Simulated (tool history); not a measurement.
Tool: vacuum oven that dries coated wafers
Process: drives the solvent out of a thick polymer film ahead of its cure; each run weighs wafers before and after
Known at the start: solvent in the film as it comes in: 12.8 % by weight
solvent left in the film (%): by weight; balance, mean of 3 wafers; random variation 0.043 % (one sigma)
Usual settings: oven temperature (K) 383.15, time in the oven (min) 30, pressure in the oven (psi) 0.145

Run 1, hour 0.0: usual settings. Result: solvent left in the film (%) 2.16.
Run 2, hour 25.6: usual settings. Result: solvent left in the film (%) 2.20.
Run 3, hour 55.4: usual settings but oven temperature (K) 380.15. Result: solvent left in the film (%) 2.87.
Run 4, hour 76.3: usual settings but oven temperature (K) 380.15. Result: solvent left in the film (%) 2.75.
Run 5, hour 117.1: usual settings but pressure in the oven (psi) 0.303. Result: solvent left in the film (%) 2.71.
Run 6, hour 159.8: usual settings. Result: solvent left in the film (%) 2.19.
Run 7, hour 187.0: usual settings. Result: solvent left in the film (%) 2.18.
Run 8, hour 207.5: usual settings but time in the oven (min) 17. Result: solvent left in the film (%) 4.13.
At hour 212.4: oven's thermocouples calibrated.
Run 9, hour 245.9: usual settings but time in the oven (min) 39. Result: solvent left in the film (%) 1.54.
Run 10, hour 270.6: usual settings but time in the oven (min) 21. Result: solvent left in the film (%) 3.50.
Run 11, hour 313.2: usual settings but time in the oven (min) 21. Result: solvent left in the film (%) 3.51.
Run 12, hour 343.6: usual settings but time in the oven (min) 21. Result: solvent left in the film (%) 3.46.
Run 13, hour 367.5: usual settings but time in the oven (min) 21. Result: solvent left in the film (%) 3.54.
Run 14, hour 399.5: usual settings but time in the oven (min) 21. Result: solvent left in the film (%) 3.49.
Run 15, hour 423.3: usual settings but time in the oven (min) 28. Result: solvent left in the film (%) 2.51.
Run 16, hour 447.6: usual settings but time in the oven (min) 28. Result: solvent left in the film (%) 2.58.
At hour 461.8: oven's thermocouples calibrated, once more.
Run 17, hour 491.6: usual settings but time in the oven (min) 28. Result: solvent left in the film (%) 2.03.
Run 18, hour 519.4: usual settings but time in the oven (min) 28. Result: solvent left in the film (%) 2.07.
Run 19, hour 560.8: usual settings but time in the oven (min) 28. Result: solvent left in the film (%) 2.03.
Run 20, hour 587.5: usual settings but time in the oven (min) 28. Result: solvent left in the film (%) 2.03.
Run 21, hour 613.0: usual settings but oven temperature (K) 379.15. Result: solvent left in the film (%) 2.58.
Run 22, hour 639.5: usual settings but oven temperature (K) 379.15. Result: solvent left in the film (%) 2.64.
Run 23, hour 666.0: usual settings but pressure in the oven (psi) 0.534. Result: solvent left in the film (%) 2.99.
Run 24, hour 701.0: usual settings but time in the oven (min) 31, pressure in the oven (psi) 0.200. Result: solvent left in the film (%) 2.01.
Run 25, hour 728.4: usual settings but time in the oven (min) 31, pressure in the oven (psi) 0.200. Result: solvent left in the film (%) 2.02.
Run 26, hour 762.3: usual settings but oven temperature (K) 370.15, time in the oven (min) 31, pressure in the oven (psi) 0.200. Result: solvent left in the film (%) 4.83.
Run 27, hour 783.5: usual settings but oven temperature (K) 389.15, time in the oven (min) 34, pressure in the oven (psi) 0.200. Result: solvent left in the film (%) 1.00.
Run 28, hour 806.7: usual settings but oven temperature (K) 389.15, time in the oven (min) 34, pressure in the oven (psi) 0.200. Result: solvent left in the film (%) 0.99.
Run 29, hour 833.5: usual settings but oven temperature (K) 389.15, time in the oven (min) 34, pressure in the oven (psi) 0.200. Result: solvent left in the film (%) 1.00.
Run 30, hour 862.5: usual settings but oven temperature (K) 395.15, time in the oven (min) 44, pressure in the oven (psi) 0.200. Result: solvent left in the film (%) 0.54.
Run 31, hour 895.8: usual settings but oven temperature (K) 394.15, time in the oven (min) 34, pressure in the oven (psi) 0.569. Result: solvent left in the film (%) 1.49.
Run 32, hour 925.4: usual settings but pressure in the oven (psi) 0.102. Result: solvent left in the film (%) 1.75.
Run 33, hour 947.8: usual settings but pressure in the oven (psi) 0.102. Result: solvent left in the film (%) 1.74.
Run 34, hour 988.5: usual settings but pressure in the oven (psi) 0.482. Result: solvent left in the film (%) 2.84.
Run 35, hour 1014.7: usual settings but time in the oven (min) 17, pressure in the oven (psi) 0.199. Result: solvent left in the film (%) 3.95.
Run 36, hour 1043.7: usual settings but oven temperature (K) 397.15, time in the oven (min) 42, pressure in the oven (psi) 0.529. Result: solvent left in the film (%) 1.25.
Run 37, hour 1083.4: usual settings but time in the oven (min) 19, pressure in the oven (psi) 0.117. Result: solvent left in the film (%) 3.25.
Run 38, hour 1125.7: usual settings but oven temperature (K) 384.15, time in the oven (min) 31. Result: solvent left in the film (%) 1.63.
Run 39, hour 1165.9: usual settings but oven temperature (K) 384.15, time in the oven (min) 31. Result: solvent left in the film (%) 1.68.
Run 40, hour 1186.0: usual settings but pressure in the oven (psi) 0.087. Result: solvent left in the film (%) 1.72.
Run 41, hour 1221.7: usual settings but time in the oven (min) 20, pressure in the oven (psi) 0.460. Result: solvent left in the film (%) 3.96.
Run 42, hour 1248.6: usual settings but oven temperature (K) 375.15, time in the oven (min) 21, pressure in the oven (psi) 0.161. Result: solvent left in the film (%) 4.86.
Run 43, hour 1270.3: usual settings but oven temperature (K) 388.15, time in the oven (min) 19. Result: solvent left in the film (%) 2.39.
Run 44, hour 1301.8: usual settings but oven temperature (K) 388.15, time in the oven (min) 19. Result: solvent left in the film (%) 2.28.
Run 45, hour 1335.4: usual settings but oven temperature (K) 388.15, time in the oven (min) 19. Result: solvent left in the film (%) 2.29.

5 ways to go on from here, each from the tool as it stands after run 45. What would each give?
Run A, hour 1360.7: usual settings but oven temperature (K) 372.15, time in the oven (min) 19. Result: solvent left in the film (%) ?.
Run B, hour 1360.7: usual settings but time in the oven (min) 28. Result: solvent left in the film (%) ?.
Run C, hour 1360.7: usual settings but oven temperature (K) 388.15, time in the oven (min) 50, pressure in the oven (psi) 0.131. Result: solvent left in the film (%) ?.
Run D, hour 1360.7: usual settings but pressure in the oven (psi) 0.146. Result: solvent left in the film (%) ?.
Run E, hour 1360.7: usual settings but time in the oven (min) 22, pressure in the oven (psi) 0.112. Result: solvent left in the film (%) ?.

run  solvent left in the film (%)
  A                          5.96
  B                          2.09
  C                          0.57
  D                          1.91
  E                          2.76
Without the tool's hidden state the same runs would have given:
run  solvent left in the film (%)
  A                          5.92
  B                          2.04
  C                          0.51
  D                          1.86
  E                          2.72
